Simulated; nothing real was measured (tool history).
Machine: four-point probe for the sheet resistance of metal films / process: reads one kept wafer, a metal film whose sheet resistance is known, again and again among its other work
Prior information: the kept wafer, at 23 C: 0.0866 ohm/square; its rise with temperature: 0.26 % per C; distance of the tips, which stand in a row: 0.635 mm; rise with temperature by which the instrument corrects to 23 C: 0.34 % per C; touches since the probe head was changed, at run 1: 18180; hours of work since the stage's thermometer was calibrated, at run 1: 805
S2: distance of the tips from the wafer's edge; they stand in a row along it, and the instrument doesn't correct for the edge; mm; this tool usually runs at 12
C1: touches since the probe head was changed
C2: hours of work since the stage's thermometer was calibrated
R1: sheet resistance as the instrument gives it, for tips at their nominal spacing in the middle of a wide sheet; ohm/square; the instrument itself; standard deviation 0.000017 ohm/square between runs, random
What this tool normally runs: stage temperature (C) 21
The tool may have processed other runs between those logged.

run 1 hour=0 | stage_temperature_(C)=21 S2=12 | C1=18180 C2=805 | R1=0.087222
run 2 hour=19.3 | stage_temperature_(C)=21 S2=12 | C1=18801 C2=814 | R1=0.087216
run 3 hour=46.6 | stage_temperature_(C)=21 S2=12 | C1=19682 C2=827 | R1=0.087244
run 4 hour=78.4 | stage_temperature_(C)=21 S2=12 | C1=20703 C2=841 | R1=0.08724
run 5 hour=108 | stage_temperature_(C)=21 S2=12 | C1=21657 C2=855 | R1=0.087236
run 6 hour=139.6 | stage_temperature_(C)=21 S2=5 | C1=22675 C2=870 | R1=0.087826
run 7 hour=159.8 | stage_temperature_(C)=21 S2=5 | C1=23326 C2=879 | R1=0.087859
run 8 hour=180.5 | stage_temperature_(C)=21 S2=5 | C1=23990 C2=889 | R1=0.087834
run 9 hour=210.3 | stage_temperature_(C)=21 S2=12 | C1=24949 C2=903 | R1=0.087212
run 10 hour=226.4 | stage_temperature_(C)=21 S2=12 | C1=25469 C2=910 | R1=0.087212
run 11 hour=252.9 | stage_temperature_(C)=21 S2=12 | C1=26320 C2=923 | R1=0.087208
run 12 hour=278.9 | stage_temperature_(C)=25 S2=5 | C1=27158 C2=935 | R1=0.087537
run 13 hour=301.4 | stage_temperature_(C)=25 S2=13 | C1=27884 C2=945 | R1=0.086922
run 14 hour=330.4 | stage_temperature_(C)=25 S2=13 | C1=28816 C2=959 | R1=0.086889
-- hour=333.1 stage's thermometer calibrated
run 15 hour=349.4 | stage_temperature_(C)=31 S2=69 | C1=29413 C2=8 | R1=0.086448
run 16 hour=378.8 | stage_temperature_(C)=31 S2=69 | C1=30358 C2=21 | R1=0.086467
run 17 hour=406.8 | stage_temperature_(C)=31 S2=69 | C1=31261 C2=34 | R1=0.086461
run 18 hour=421 | stage_temperature_(C)=31 S2=69 | C1=31716 C2=41 | R1=0.086443
run 19 hour=446.6 | stage_temperature_(C)=31 S2=69 | C1=32542 C2=53 | R1=0.086466
-- hour=453.2 stage's thermometer calibrated, once more
run 20 hour=465.6 | stage_temperature_(C)=20 S2=4 | C1=33137 C2=6 | R1=0.088196
run 21 hour=498.5 | stage_temperature_(C)=28 S2=10 | C1=34197 C2=21 | R1=0.086689

Branching from run 21: 3 alternative next runs. What would each branch give?
run A hour=525.6 | stage_temperature_(C)=31 S2=4 | C1=35067 C2=34 | R1=?
run B hour=525.6 | stage_temperature_(C)=29 S2=21 | C1=35067 C2=34 | R1=?
run C hour=525.6 | stage_temperature_(C)=23 S2=67 | C1=35067 C2=34 | R1=?

run=A R1=0.087431
run=B R1=0.086481
run=C R1=0.086851
With no hidden state in the tool, these same runs would have given:
run=A R1=0.087198
run=B R1=0.08625
run=C R1=0.086619
